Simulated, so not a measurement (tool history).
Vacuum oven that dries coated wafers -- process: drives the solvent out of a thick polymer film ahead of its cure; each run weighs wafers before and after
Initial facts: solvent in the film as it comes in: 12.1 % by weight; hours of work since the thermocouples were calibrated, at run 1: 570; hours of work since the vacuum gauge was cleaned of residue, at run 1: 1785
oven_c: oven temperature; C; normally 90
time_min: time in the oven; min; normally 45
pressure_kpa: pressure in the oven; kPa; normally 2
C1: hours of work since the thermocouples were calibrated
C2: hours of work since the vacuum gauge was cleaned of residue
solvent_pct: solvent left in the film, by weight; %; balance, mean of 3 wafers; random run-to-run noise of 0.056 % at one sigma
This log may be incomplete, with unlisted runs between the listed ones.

{"run": 1, "hour": 0.0, "oven_c": 90, "time_min": 45, "pressure_kpa": 2, "C1": 570, "C2": 1785, "solvent_pct": 2.52}
{"run": 2, "hour": 57.1, "oven_c": 90, "time_min": 45, "pressure_kpa": 3.09, "C1": 614, "C2": 1830, "solvent_pct": 3.55}
{"hour": 75.1, "done": "oven's thermocouples calibrated"}
{"run": 3, "hour": 110.5, "oven_c": 90, "time_min": 45, "pressure_kpa": 3.09, "C1": 27, "C2": 1869, "solvent_pct": 3.56}
{"run": 4, "hour": 176.2, "oven_c": 90, "time_min": 45, "pressure_kpa": 3.09, "C1": 78, "C2": 1920, "solvent_pct": 3.49}
{"run": 5, "hour": 209.0, "oven_c": 89, "time_min": 45, "pressure_kpa": 2, "C1": 104, "C2": 1946, "solvent_pct": 2.71}
{"run": 6, "hour": 281.2, "oven_c": 89, "time_min": 45, "pressure_kpa": 2, "C1": 160, "C2": 2002, "solvent_pct": 2.64}
{"run": 7, "hour": 330.2, "oven_c": 89, "time_min": 45, "pressure_kpa": 2, "C1": 197, "C2": 2039, "solvent_pct": 2.6}
{"run": 8, "hour": 367.1, "oven_c": 89, "time_min": 45, "pressure_kpa": 2, "C1": 226, "C2": 2068, "solvent_pct": 2.65}
{"run": 9, "hour": 418.2, "oven_c": 89, "time_min": 45, "pressure_kpa": 2, "C1": 266, "C2": 2107, "solvent_pct": 2.57}
{"run": 10, "hour": 486.2, "oven_c": 89, "time_min": 45, "pressure_kpa": 2, "C1": 318, "C2": 2160, "solvent_pct": 2.65}
{"run": 11, "hour": 528.6, "oven_c": 89, "time_min": 45, "pressure_kpa": 2, "C1": 351, "C2": 2193, "solvent_pct": 2.63}
{"run": 12, "hour": 599.4, "oven_c": 89, "time_min": 45, "pressure_kpa": 2, "C1": 406, "C2": 2248, "solvent_pct": 2.64}
{"run": 13, "hour": 668.2, "oven_c": 102, "time_min": 46, "pressure_kpa": 1.76, "C1": 459, "C2": 2301, "solvent_pct": 1.22}
{"run": 14, "hour": 735.1, "oven_c": 92, "time_min": 73, "pressure_kpa": 1.22, "C1": 511, "C2": 2353, "solvent_pct": 1.19}
{"run": 15, "hour": 810.9, "oven_c": 92, "time_min": 73, "pressure_kpa": 1.22, "C1": 569, "C2": 2411, "solvent_pct": 1.18}
{"run": 16, "hour": 848.2, "oven_c": 100, "time_min": 81, "pressure_kpa": 3.17, "C1": 598, "C2": 2440, "solvent_pct": 2.32}

Here are 3 independent what-if runs from the current tool condition. What would each one return?
{"hour": 882.2, "done": "oven's thermocouples calibrated"}
{"run": "A", "hour": 882.2, "oven_c": 97, "time_min": 69, "pressure_kpa": 2.23, "C1": 0, "C2": 2465, "solvent_pct": "?"}
{"hour": 882.2, "done": "oven's thermocouples calibrated"}
{"run": "B", "hour": 882.2, "oven_c": 100, "time_min": 81, "pressure_kpa": 1.59, "C1": 0, "C2": 2465, "solvent_pct": "?"}
{"hour": 882.2, "done": "oven's thermocouples calibrated"}
{"run": "C", "hour": 882.2, "oven_c": 90, "time_min": 71, "pressure_kpa": 2, "C1": 0, "C2": 2465, "solvent_pct": "?"}

run=A solvent_pct=1.71
run=B solvent_pct=1.23
run=C solvent_pct=2.23
Had the tool no hidden state, the same runs would have come out as:
run=A solvent_pct=1.69
run=B solvent_pct=1.21
run=C solvent_pct=2.2
